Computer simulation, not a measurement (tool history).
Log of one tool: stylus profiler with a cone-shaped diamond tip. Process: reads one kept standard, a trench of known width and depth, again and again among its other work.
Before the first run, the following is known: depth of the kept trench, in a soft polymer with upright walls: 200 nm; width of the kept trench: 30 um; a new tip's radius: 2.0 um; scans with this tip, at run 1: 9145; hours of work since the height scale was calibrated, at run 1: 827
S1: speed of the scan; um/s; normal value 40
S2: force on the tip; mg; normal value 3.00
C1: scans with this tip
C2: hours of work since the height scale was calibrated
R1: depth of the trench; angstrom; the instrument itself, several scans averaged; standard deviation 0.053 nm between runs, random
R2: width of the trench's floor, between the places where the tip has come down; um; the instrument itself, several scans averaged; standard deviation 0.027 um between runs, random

| run | hour | S1 | S2 | C1 | C2 | R1 | R2 |
|---|---|---|---|---|---|---|---|
| 1 | 0.0 | 40 | 3.00 | 9145 | 827 | 2022.5 | 28.08 |
| 2 | 45.7 | 40 | 3.00 | 9487 | 858 | 2023.1 | 28.05 |
| 3 | 76.7 | 40 | 3.00 | 9718 | 879 | 2022.9 | 28.13 |
| 4 | 129.6 | 40 | 3.00 | 10114 | 915 | 2023.4 | 28.08 |
| 5 | 161.1 | 40 | 3.00 | 10349 | 936 | 2022.5 | 28.06 |
| 6 | 207.9 | 40 | 3.00 | 10699 | 968 | 2023.9 | 28.06 |
| 7 | 261.4 | 40 | 3.00 | 11099 | 1004 | 2023.4 | 28.05 |
| 8 | 288.7 | 40 | 3.00 | 11302 | 1023 | 2023.4 | 28.08 |
| 9 | 321.7 | 40 | 3.00 | 11549 | 1045 | 2022.4 | 28.09 |
|  | 368.6 | new tip fitted, height scale calibrated |
| 10 | 378.3 | 40 | 1.03 | 72 | 7 | 2010.5 | 27.96 |
| 11 | 419.4 | 20 | 3.00 | 379 | 34 | 2023.5 | 28.19 |
| 12 | 444.9 | 19 | 3.00 | 569 | 52 | 2022.7 | 28.17 |
| 13 | 467.8 | 19 | 8.24 | 741 | 67 | 2045.5 | 28.22 |
| 14 | 496.6 | 93 | 3.53 | 956 | 87 | 2026.7 | 27.87 |
| 15 | 528.5 | 93 | 3.53 | 1194 | 108 | 2026.7 | 27.86 |
| 16 | 558.9 | 93 | 3.53 | 1421 | 129 | 2025.8 | 27.87 |
| 17 | 588.3 | 93 | 3.53 | 1642 | 149 | 2026.1 | 27.90 |
| 18 | 627.6 | 122 | 2.60 | 1935 | 175 | 2021.5 | 27.65 |
| 19 | 652.7 | 122 | 2.60 | 2123 | 192 | 2022.3 | 27.62 |
| 20 | 691.0 | 108 | 4.14 | 2409 | 218 | 2028.1 | 27.88 |
| 21 | 745.5 | 108 | 4.14 | 2816 | 255 | 2028.4 | 27.88 |
| 22 | 781.2 | 80 | 1.49 | 3082 | 279 | 2014.2 | 27.75 |
| 23 | 819.1 | 80 | 1.49 | 3366 | 305 | 2013.8 | 27.76 |
| 24 | 865.8 | 141 | 2.32 | 3715 | 336 | 2019.5 | 27.51 |

Predict each of these 5 candidate next runs independently; none follows another, all start after run 24:
| A | 903.6 | 15 | 1.68 | 3998 | 362 | ? | ? |
| B | 903.6 | 21 | 3.00 | 3998 | 362 | ? | ? |
| C | 903.6 | 26 | 1.06 | 3998 | 362 | ? | ? |
| D | 903.6 | 41 | 2.32 | 3998 | 362 | ? | ? |
| E | 903.6 | 53 | 2.32 | 3998 | 362 | ? | ? |

| run | R1 | R2 |
|---|---|---|
| A | 2015.5 | 28.15 |
| B | 2023.0 | 28.12 |
| C | 2011.9 | 28.07 |
| D | 2019.1 | 28.10 |
| E | 2019.9 | 27.94 |
With no hidden state in the tool, these same runs would have given:
| run | R1 | R2 |
|---|---|---|
| A | 2015.4 | 28.15 |
| B | 2022.9 | 28.12 |
| C | 2011.8 | 28.07 |
| D | 2019.0 | 28.11 |
| E | 2019.8 | 27.95 |
